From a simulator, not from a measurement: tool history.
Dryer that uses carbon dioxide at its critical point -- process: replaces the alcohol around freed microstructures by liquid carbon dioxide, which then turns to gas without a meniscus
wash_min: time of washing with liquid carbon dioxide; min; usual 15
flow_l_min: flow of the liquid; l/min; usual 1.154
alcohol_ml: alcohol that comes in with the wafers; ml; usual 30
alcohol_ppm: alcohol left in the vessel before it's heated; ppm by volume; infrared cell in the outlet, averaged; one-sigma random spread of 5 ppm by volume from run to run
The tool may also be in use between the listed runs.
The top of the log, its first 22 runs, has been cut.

run   hour  wash_min  flow_l_min  alcohol_ml  alcohol_ppm
 23  285.3        23       1.530          34           66
 24  297.3        19       1.240          92           75
 25  307.7        14       0.770          22          163
     316.2  -- inlet filter changed
 26  321.6        14       0.770          22          142
 27  329.7        12       1.560          32           75
 28  341.3         9       0.780          90         1717
 29  349.4         9       0.780          90         1687
 30  363.1        12       1.020          71          200
 31  376.2         9       1.210          71          300
 32  387.3         9       1.210          71          314

Run 33, settings as shown, results not yet in. Your forecast:
 33  403.9        22       1.510         115            ?

alcohol_ppm: 82 ppm by volume
With no hidden state in the tool, this same run would have given alcohol_ppm 9 ppm by volume.
